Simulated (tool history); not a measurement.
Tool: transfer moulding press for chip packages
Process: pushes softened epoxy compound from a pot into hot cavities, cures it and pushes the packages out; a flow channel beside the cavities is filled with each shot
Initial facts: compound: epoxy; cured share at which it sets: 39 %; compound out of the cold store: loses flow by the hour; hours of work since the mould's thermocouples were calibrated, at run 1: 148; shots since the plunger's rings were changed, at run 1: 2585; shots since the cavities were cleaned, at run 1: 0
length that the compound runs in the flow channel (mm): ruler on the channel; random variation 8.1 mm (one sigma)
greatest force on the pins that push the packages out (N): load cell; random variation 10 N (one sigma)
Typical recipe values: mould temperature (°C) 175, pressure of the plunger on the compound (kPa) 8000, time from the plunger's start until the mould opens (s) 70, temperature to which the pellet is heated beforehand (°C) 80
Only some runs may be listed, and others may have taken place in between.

| run | hour | mould temperature (°C) | pressure of the plunger on the compound (kPa) | time from the plunger's start until the mould opens (s) | temperature to which the pellet is heated beforehand (°C) | hours of work since the mould's thermocouples were calibrated | shots since the plunger's rings were changed | shots since the cavities were cleaned | incoming compound's hours out of the cold store | length that the compound runs in the flow channel (mm) | greatest force on the pins that push the packages out (N) |
|---|---|---|---|---|---|---|---|---|---|---|---|
| 1 | 0.0 | 175 | 8000 | 70 | 80 | 148 | 2585 | 0 | 9.1 | 901 | 463 |
| 2 | 13.1 | 175 | 8000 | 70 | 80 | 155 | 2728 | 143 | 14.3 | 875 | 522 |
| 3 | 20.5 | 175 | 8000 | 70 | 80 | 158 | 2807 | 222 | 46.5 | 736 | 489 |
| 4 | 26.8 | 175 | 8000 | 70 | 82 | 161 | 2875 | 290 | 32.6 | 784 | 523 |
|  | 29.2 | cavities cleaned with cleaning compound and waxed |
| 5 | 35.2 | 175 | 8000 | 70 | 80 | 165 | 2950 | 65 | 12.6 | 881 | 591 |
| 6 | 47.6 | 175 | 8000 | 70 | 80 | 171 | 3085 | 200 | 35.6 | 760 | 597 |
| 7 | 59.1 | 175 | 8000 | 70 | 80 | 176 | 3209 | 324 | 45.9 | 720 | 603 |
| 8 | 67.6 | 175 | 8000 | 70 | 80 | 181 | 3301 | 416 | 10.4 | 887 | 692 |
| 9 | 80.3 | 175 | 8000 | 70 | 80 | 187 | 3439 | 554 | 27.6 | 808 | 649 |
|  | 88.2 | cavities cleaned with cleaning compound and waxed, once more |
| 10 | 88.6 | 178 | 6870 | 69 | 72 | 190 | 3512 | 4 | 36.9 | 706 | 418 |
| 11 | 102.2 | 178 | 6870 | 69 | 72 | 197 | 3659 | 151 | 46.1 | 665 | 457 |

Run 12 has not been measured yet. What should we expect?
| 12 | 115.5 | 178 | 7970 | 71 | 72 | 203 | 3803 | 295 | 42.2 | ? | ? |

{"run 12": {"length that the compound runs in the flow channel (mm)": 721, "greatest force on the pins that push the packages out (N)": 495}}
Without the tool's hidden state the same run would have given length that the compound runs in the flow channel (mm) 769, greatest force on the pins that push the packages out (N) 411.

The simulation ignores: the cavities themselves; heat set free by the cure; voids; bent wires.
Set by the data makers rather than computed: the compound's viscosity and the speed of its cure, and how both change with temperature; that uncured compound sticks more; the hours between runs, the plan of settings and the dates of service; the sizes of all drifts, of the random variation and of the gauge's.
